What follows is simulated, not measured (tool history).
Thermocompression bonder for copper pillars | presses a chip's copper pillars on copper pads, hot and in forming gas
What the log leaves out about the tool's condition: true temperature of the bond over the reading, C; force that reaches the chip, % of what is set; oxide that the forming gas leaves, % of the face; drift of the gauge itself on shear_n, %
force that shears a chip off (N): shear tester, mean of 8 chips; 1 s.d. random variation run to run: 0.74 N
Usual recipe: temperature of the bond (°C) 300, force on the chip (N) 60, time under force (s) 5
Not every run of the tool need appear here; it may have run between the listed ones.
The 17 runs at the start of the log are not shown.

run	hour	temperature of the bond (°C)	force on the chip (N)	time under force (s)	hours of work since the heater was calibrated	hours of work since the force cell was calibrated	hours of work since the gas filter was changed	force that shears a chip off (N)
18	148.1	294	67	5	249	164	5	55.8
19	153.8	294	67	5	253	168	9	55.4
20	162.2	294	67	5	259	174	15	56.2
21	169.1	300	89	3	264	179	20	57.6
22	179.0	300	86	5	271	186	28	67.9
23	190.4	318	60	5	280	195	36	66.7
24	198.0	288	60	3	285	200	41	39.1
25	204.4	288	60	3	290	205	46	38.7
26	209.8	288	60	3	294	209	50	39.3
27	218.3	288	60	3	300	215	56	38.6
28	227.2	314	77	15	306	221	63	96.0
29	232.6	314	77	15	310	225	67	95.9
30	242.3	328	65	5	317	232	74	77.1
31	254.3	300	38	5	326	241	82	41.4
32	265.8	304	72	6	334	249	91	67.5
33	275.4	322	60	3	341	256	98	58.7
34	281.7	295	40	7	346	261	102	47.1
35	292.0	295	66	11	354	268	110	71.1
36	303.3	295	66	11	362	277	118	72.4
37	313.6	305	46	3	369	284	125	40.1
# hour 315.9: forming gas filter changed
38	323.7	305	46	7	376	291	6	56.9
39	329.5	300	77	8	380	295	10	72.5
40	338.4	300	77	8	387	302	16	71.8

4 ways to go on from here, each from the tool as it stands after run 40. What would each give?
A	347.4	316	60	5	393	308	23	?
B	347.4	300	77	13	393	308	23	?
C	347.4	287	42	7	393	308	23	?
D	347.4	324	46	3	393	308	23	?

run	force that shears a chip off (N)
A	65.4
B	82.5
C	43.9
D	51.8
Without the tool's unlogged condition, the same runs would have read:
run	force that shears a chip off (N)
A	65.2
B	82.4
C	43.7
D	51.7
